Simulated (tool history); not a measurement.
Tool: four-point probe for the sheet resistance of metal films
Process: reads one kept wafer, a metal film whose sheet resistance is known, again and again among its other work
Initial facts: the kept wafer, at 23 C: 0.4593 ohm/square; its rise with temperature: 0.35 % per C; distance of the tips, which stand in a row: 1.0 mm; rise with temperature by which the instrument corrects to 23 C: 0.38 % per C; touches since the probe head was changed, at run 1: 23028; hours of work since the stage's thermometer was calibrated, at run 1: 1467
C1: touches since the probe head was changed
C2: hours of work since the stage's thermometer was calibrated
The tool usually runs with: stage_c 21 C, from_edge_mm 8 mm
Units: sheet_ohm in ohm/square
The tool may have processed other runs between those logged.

run 1 hour=0 | stage_c=21 from_edge_mm=8 | C1=23028 C2=1467 | sheet_ohm=0.460662
run 2 hour=30.2 | stage_c=25 from_edge_mm=8 | C1=23786 C2=1487 | sheet_ohm=0.460121
run 3 hour=46.3 | stage_c=21 from_edge_mm=8 | C1=24192 C2=1498 | sheet_ohm=0.460495
run 4 hour=66.8 | stage_c=21 from_edge_mm=8 | C1=24705 C2=1512 | sheet_ohm=0.460427
run 5 hour=86.1 | stage_c=21 from_edge_mm=8 | C1=25191 C2=1525 | sheet_ohm=0.460588
run 6 hour=107.5 | stage_c=21 from_edge_mm=8 | C1=25728 C2=1540 | sheet_ohm=0.460637
run 7 hour=128.2 | stage_c=21 from_edge_mm=8 | C1=26246 C2=1554 | sheet_ohm=0.460602
run 8 hour=149.5 | stage_c=21 from_edge_mm=9 | C1=26782 C2=1569 | sheet_ohm=0.45957
run 9 hour=175.3 | stage_c=21 from_edge_mm=9 | C1=27429 C2=1586 | sheet_ohm=0.459662
run 10 hour=199.5 | stage_c=21 from_edge_mm=9 | C1=28037 C2=1603 | sheet_ohm=0.459914
run 11 hour=229.5 | stage_c=29 from_edge_mm=10 | C1=28789 C2=1623 | sheet_ohm=0.457939
run 12 hour=244.9 | stage_c=28 from_edge_mm=15 | C1=29176 C2=1634 | sheet_ohm=0.456786
run 13 hour=261.6 | stage_c=18 from_edge_mm=8 | C1=29595 C2=1645 | sheet_ohm=0.460844
run 14 hour=281.9 | stage_c=18 from_edge_mm=8 | C1=30106 C2=1659 | sheet_ohm=0.460885
run 15 hour=306.3 | stage_c=29 from_edge_mm=65 | C1=30717 C2=1675 | sheet_ohm=0.455517
run 16 hour=330.8 | stage_c=29 from_edge_mm=65 | C1=31332 C2=1692 | sheet_ohm=0.45547
run 17 hour=361.8 | stage_c=29 from_edge_mm=65 | C1=32110 C2=1713 | sheet_ohm=0.455476
run 18 hour=380 | stage_c=31 from_edge_mm=8 | C1=32568 C2=1726 | sheet_ohm=0.458867
run 19 hour=413.9 | stage_c=33 from_edge_mm=8 | C1=33419 C2=1749 | sheet_ohm=0.458813

The same runs without the tool's hidden state, with the same run-to-run variation:
Hidden state at play: inner tips' distance over the nominal, %; tips' flats over new ones', %; wafer's true temperature over the reading, C; drift of the gauge itself on sheet_ohm, %.
run=1 sheet_ohm=0.463428
run=2 sheet_ohm=0.462903
run=3 sheet_ohm=0.463299
run=4 sheet_ohm=0.463248
run=5 sheet_ohm=0.463426
run=6 sheet_ohm=0.463491
run=7 sheet_ohm=0.463473
run=8 sheet_ohm=0.462452
run=9 sheet_ohm=0.462566
run=10 sheet_ohm=0.462841
run=11 sheet_ohm=0.460865
run=12 sheet_ohm=0.459719
run=13 sheet_ohm=0.463832
run=14 sheet_ohm=0.46389
run=15 sheet_ohm=0.45849
run=16 sheet_ohm=0.458462
run=17 sheet_ohm=0.458494
run=18 sheet_ohm=0.461917
run=19 sheet_ohm=0.461885

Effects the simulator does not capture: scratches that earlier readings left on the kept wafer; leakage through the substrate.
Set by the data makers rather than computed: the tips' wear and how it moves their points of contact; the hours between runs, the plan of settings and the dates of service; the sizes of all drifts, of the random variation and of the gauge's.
